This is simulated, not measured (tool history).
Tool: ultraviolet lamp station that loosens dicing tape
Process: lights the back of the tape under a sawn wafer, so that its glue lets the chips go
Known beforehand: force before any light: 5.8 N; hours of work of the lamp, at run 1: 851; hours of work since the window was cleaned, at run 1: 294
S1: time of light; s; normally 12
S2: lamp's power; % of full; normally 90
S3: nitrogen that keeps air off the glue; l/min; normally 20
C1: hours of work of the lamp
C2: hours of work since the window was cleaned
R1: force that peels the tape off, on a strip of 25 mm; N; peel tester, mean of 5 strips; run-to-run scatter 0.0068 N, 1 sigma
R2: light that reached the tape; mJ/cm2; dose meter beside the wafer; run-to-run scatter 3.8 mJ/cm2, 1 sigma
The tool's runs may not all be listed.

run     day  S1  S2  S3    C1   C2     R1   R2
  1       0  12  90  20   851  294  0.231  639
  2   0.579  12  90  20   861  304   0.23  633
  3   1.717  12  90  20   882  325  0.228  643
  4     2.4  12  90  20   894  337  0.226  638
  5     3.1  12  90  20   906  350  0.234  636
  6   4.275  12  90  20   927  371  0.246  640
  7   5.296  12  63  20   946  389  0.331  443
  8   6.654  12  63  20   970  414   0.33  440
  9   7.662  12  63  20   988  432   0.33  445
 10   8.683  12  71  17  1007  450  0.309  498
 11   9.892  14  90  18  1028  472  0.225  742
 12  11.117  14  90  18  1050  494  0.225  739
 13  12.479  13  61  20  1075  518  0.306  464
 14  13.825  12  77  20  1099  542  0.265  542
 15  15.008   9  90  20  1120  564  0.316  480
 16  16.167   9  66  14  1141  584  0.628  349
 17  16.829  10  97  14  1153  596  0.284  573

Forecast each of these 3 alternatives for the next run:
  A  17.679  12  90  21  1168  612   ?   ?
  B  17.679   8  67  35  1168  612   ?   ?
  C  17.679  11  97  10  1168  612   ?   ?

run     R1   R2
  A  0.225  627
  B  0.431  317
  C  0.292  624
The same runs, with their run-to-run variation unchanged, on a tool lacking any hidden condition would have given:
run     R1   R2
  A  0.225  631
  B  0.427  319
  C   0.29  628
